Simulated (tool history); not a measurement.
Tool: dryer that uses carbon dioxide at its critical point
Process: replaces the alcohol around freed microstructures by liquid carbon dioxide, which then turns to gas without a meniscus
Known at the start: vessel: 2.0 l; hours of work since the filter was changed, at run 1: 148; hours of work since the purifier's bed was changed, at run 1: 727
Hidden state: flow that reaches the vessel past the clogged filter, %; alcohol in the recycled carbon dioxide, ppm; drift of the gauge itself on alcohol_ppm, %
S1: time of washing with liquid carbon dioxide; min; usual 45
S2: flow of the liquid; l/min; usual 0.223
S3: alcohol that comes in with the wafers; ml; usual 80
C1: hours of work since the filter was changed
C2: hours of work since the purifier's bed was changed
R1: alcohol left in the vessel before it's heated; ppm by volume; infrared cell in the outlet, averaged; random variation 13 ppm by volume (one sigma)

| run | hour | S1 | S2 | S3 | C1 | C2 | R1 |
|---|---|---|---|---|---|---|---|
| 1 | 0.0 | 45 | 0.223 | 80 | 148 | 727 | 943 |
| 2 | 20.9 | 45 | 0.223 | 80 | 161 | 740 | 984 |
| 3 | 48.1 | 45 | 0.223 | 80 | 178 | 757 | 995 |
| 4 | 82.5 | 45 | 0.223 | 31 | 200 | 778 | 421 |
| 5 | 118.7 | 45 | 0.223 | 80 | 222 | 801 | 1014 |
| 6 | 146.0 | 45 | 0.223 | 80 | 239 | 817 | 1049 |
| 7 | 184.1 | 45 | 0.223 | 80 | 263 | 841 | 1107 |
| 8 | 216.8 | 45 | 0.223 | 80 | 283 | 861 | 1117 |
| 9 | 237.3 | 53 | 0.223 | 80 | 296 | 874 | 617 |
| 10 | 278.9 | 53 | 0.223 | 80 | 321 | 900 | 635 |
| 11 | 298.9 | 45 | 0.223 | 27 | 334 | 912 | 445 |
| 12 | 319.4 | 45 | 0.223 | 27 | 347 | 925 | 426 |
| 13 | 360.6 | 45 | 0.223 | 80 | 372 | 951 | 1201 |
| 14 | 404.4 | 45 | 0.223 | 80 | 399 | 978 | 1240 |
| 15 | 434.3 | 62 | 0.223 | 24 | 418 | 996 | 159 |
| 16 | 457.0 | 55 | 0.336 | 70 | 432 | 1010 | 126 |
| 17 | 483.1 | 29 | 0.179 | 70 | 448 | 1027 | 5937 |
| 18 | 517.9 | 49 | 0.159 | 79 | 470 | 1048 | 2948 |
| 19 | 542.1 | 29 | 0.159 | 64 | 485 | 1063 | 6723 |
| 20 | 585.7 | 69 | 0.300 | 117 | 512 | 1090 | 110 |
| 21 | 626.3 | 45 | 0.223 | 74 | 537 | 1116 | 1306 |
| 22 | 672.0 | 45 | 0.223 | 74 | 565 | 1144 | 1327 |
| 23 | 718.3 | 44 | 0.339 | 80 | 594 | 1173 | 309 |
|  | 723.7 | inlet filter changed |
| 24 | 745.8 | 43 | 0.198 | 78 | 14 | 1189 | 1566 |
| 25 | 781.5 | 72 | 0.223 | 80 | 36 | 1211 | 166 |
| 26 | 806.2 | 72 | 0.223 | 80 | 51 | 1227 | 177 |
| 27 | 832.0 | 45 | 0.223 | 43 | 67 | 1243 | 542 |
|  | 859.9 | purifier's bed changed |
| 28 | 865.1 | 45 | 0.360 | 24 | 86 | 3 | 29 |

Forecast each of these 3 alternatives for the next run:
| A | 912.0 | 41 | 0.210 | 101 | 115 | 32 | ? |
| B | 912.0 | 45 | 0.157 | 24 | 115 | 32 | ? |
| C | 912.0 | 58 | 0.273 | 47 | 115 | 32 | ? |

| run | R1 |
|---|---|
| A | 2007 |
| B | 908 |
| C | 70 |
Without the tool's hidden state the same runs would have given:
| run | R1 |
|---|---|
| A | 1814 |
| B | 835 |
| C | 57 |
